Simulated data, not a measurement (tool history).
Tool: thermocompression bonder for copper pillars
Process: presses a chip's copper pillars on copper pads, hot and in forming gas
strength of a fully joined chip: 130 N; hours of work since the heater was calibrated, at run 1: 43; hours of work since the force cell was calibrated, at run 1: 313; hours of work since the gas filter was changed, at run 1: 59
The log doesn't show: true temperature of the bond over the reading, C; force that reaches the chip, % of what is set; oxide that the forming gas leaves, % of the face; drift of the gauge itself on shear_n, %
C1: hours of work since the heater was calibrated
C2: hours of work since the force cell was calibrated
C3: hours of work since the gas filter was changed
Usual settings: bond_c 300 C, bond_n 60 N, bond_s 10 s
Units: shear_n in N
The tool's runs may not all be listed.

run 1 hour=0.0 | bond_c=300 bond_n=60 bond_s=10 | C1=43 C2=313 C3=59 | shear_n=82.2
run 2 hour=18.4 | bond_c=300 bond_n=60 bond_s=10 | C1=55 C2=324 C3=71 | shear_n=81.3
run 3 hour=37.8 | bond_c=300 bond_n=60 bond_s=10 | C1=67 C2=337 C3=83 | shear_n=81.4
run 4 hour=49.4 | bond_c=300 bond_n=60 bond_s=10 | C1=74 C2=344 C3=91 | shear_n=80.7
run 5 hour=59.8 | bond_c=300 bond_n=60 bond_s=10 | C1=81 C2=351 C3=97 | shear_n=80.0
run 6 hour=73.9 | bond_c=312 bond_n=60 bond_s=10 | C1=90 C2=359 C3=106 | shear_n=88.6
run 7 hour=85.4 | bond_c=312 bond_n=60 bond_s=10 | C1=97 C2=367 C3=113 | shear_n=88.0
run 8 hour=102.5 | bond_c=300 bond_n=42 bond_s=10 | C1=108 C2=378 C3=124 | shear_n=60.2
run 9 hour=116.3 | bond_c=300 bond_n=60 bond_s=10 | C1=117 C2=386 C3=133 | shear_n=80.5
run 10 hour=127.3 | bond_c=300 bond_n=60 bond_s=10 | C1=124 C2=393 C3=140 | shear_n=81.4
run 11 hour=137.8 | bond_c=300 bond_n=60 bond_s=10 | C1=130 C2=400 C3=147 | shear_n=80.3
run 12 hour=152.6 | bond_c=300 bond_n=60 bond_s=10 | C1=140 C2=409 C3=156 | shear_n=81.3
run 13 hour=172.7 | bond_c=300 bond_n=60 bond_s=10 | C1=153 C2=422 C3=169 | shear_n=80.2
run 14 hour=189.4 | bond_c=300 bond_n=60 bond_s=10 | C1=163 C2=433 C3=179 | shear_n=80.3
run 15 hour=199.7 | bond_c=305 bond_n=69 bond_s=10 | C1=170 C2=439 C3=186 | shear_n=91.3
run 16 hour=213.5 | bond_c=291 bond_n=39 bond_s=11 | C1=178 C2=448 C3=195 | shear_n=52.5
run 17 hour=231.7 | bond_c=291 bond_n=39 bond_s=11 | C1=190 C2=459 C3=206 | shear_n=53.4
run 18 hour=248.7 | bond_c=291 bond_n=39 bond_s=11 | C1=201 C2=470 C3=217 | shear_n=51.7
run 19 hour=268.0 | bond_c=288 bond_n=39 bond_s=11 | C1=213 C2=482 C3=229 | shear_n=50.9
run 20 hour=285.1 | bond_c=294 bond_n=76 bond_s=8 | C1=224 C2=493 C3=240 | shear_n=84.6
run 21 hour=305.6 | bond_c=294 bond_n=76 bond_s=8 | C1=237 C2=506 C3=253 | shear_n=83.7
run 22 hour=319.8 | bond_c=294 bond_n=76 bond_s=8 | C1=246 C2=515 C3=262 | shear_n=84.5

3 ways to go on from here, each from the tool as it stands after run 22. What would each give?
run A hour=331.4 | bond_c=315 bond_n=45 bond_s=27 | C1=253 C2=523 C3=269 | shear_n=?
run B hour=331.4 | bond_c=294 bond_n=61 bond_s=6 | C1=253 C2=523 C3=269 | shear_n=?
run C hour=331.4 | bond_c=290 bond_n=81 bond_s=8 | C1=253 C2=523 C3=269 | shear_n=?

run=A shear_n=92.7
run=B shear_n=64.6
run=C shear_n=86.2
Without the tool's hidden state the same runs would have given:
run=A shear_n=95.4
run=B shear_n=66.3
run=C shear_n=88.7
